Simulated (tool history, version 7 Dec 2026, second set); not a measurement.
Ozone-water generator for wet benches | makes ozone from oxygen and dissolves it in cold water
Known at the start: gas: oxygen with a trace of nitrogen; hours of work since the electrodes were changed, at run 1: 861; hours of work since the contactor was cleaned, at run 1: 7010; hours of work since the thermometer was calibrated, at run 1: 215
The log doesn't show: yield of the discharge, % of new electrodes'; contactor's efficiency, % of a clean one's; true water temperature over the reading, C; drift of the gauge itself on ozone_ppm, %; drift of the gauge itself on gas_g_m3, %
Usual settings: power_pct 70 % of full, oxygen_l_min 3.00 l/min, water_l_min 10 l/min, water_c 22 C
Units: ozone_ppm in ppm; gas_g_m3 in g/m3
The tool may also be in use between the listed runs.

run     day  power_pct  oxygen_l_min  water_l_min  water_c  hours of work since the electrodes were changed  hours of work since the contactor was cleaned  hours of work since the thermometer was calibrated  ozone_ppm  gas_g_m3
  1   0.000         70          3.00           10       22                                              861                                           7010                                                 215       23.6     229.1
  2   4.896         70          3.00           10       22                                              965                                           7114                                                 318       23.4     226.7
  3   7.667         70          3.00           10       22                                             1023                                           7172                                                 377       23.3     228.6
  4  13.192         70          3.00           10       22                                             1140                                           7289                                                 494       23.3     225.1
  5  15.804         70          3.00           10       22                                             1195                                           7345                                                 549       23.1     223.3
     17.946  -- contactor cleaned
  6  21.000         70          3.00           10       22                                             1302                                             65                                                 656       22.5     226.0
  7  27.017         70          3.00           10       22                                             1429                                            192                                                 783       22.6     224.8
     31.971  -- contactor cleaned, once more
  8  33.317         70          3.00           10       22                                             1559                                             28                                                 913       24.9     227.7
  9  38.325         70          3.00            8       22                                             1665                                            134                                                1019       28.9     226.6
 10  43.475         70          3.00           10       22                                             1774                                            243                                                1128       25.1     224.1
 11  47.629         70          3.00           10       22                                             1862                                            331                                                1216       25.0     225.5
 12  50.288         70          3.00           10       22                                             1918                                            388                                                1272       25.1     226.3
 13  56.100         62          3.00           10       22                                             2041                                            510                                                1395       23.3     211.2
 14  59.550         62          3.00           10       22                                             2114                                            584                                                1468       23.3     211.8
 15  65.500         62          3.00           10       22                                             2240                                            709                                                1594       23.4     210.6
 16  68.854         85          3.00           10       22                                             2311                                            780                                                1665       27.4     249.9
 17  73.446         44          2.05           13       21                                             2408                                            878                                                1762       14.7     201.5

Forecast run 18:
 18  78.033         44          2.63            6       21                                             2505                                            975                                                1859          ?         ?

Run 18 gave ozone_ppm 26.3 ppm, gas_g_m3 183.9 g/m3.
Without the tool's hidden state the same run would have given ozone_ppm 27.3 ppm, gas_g_m3 188.9 g/m3.
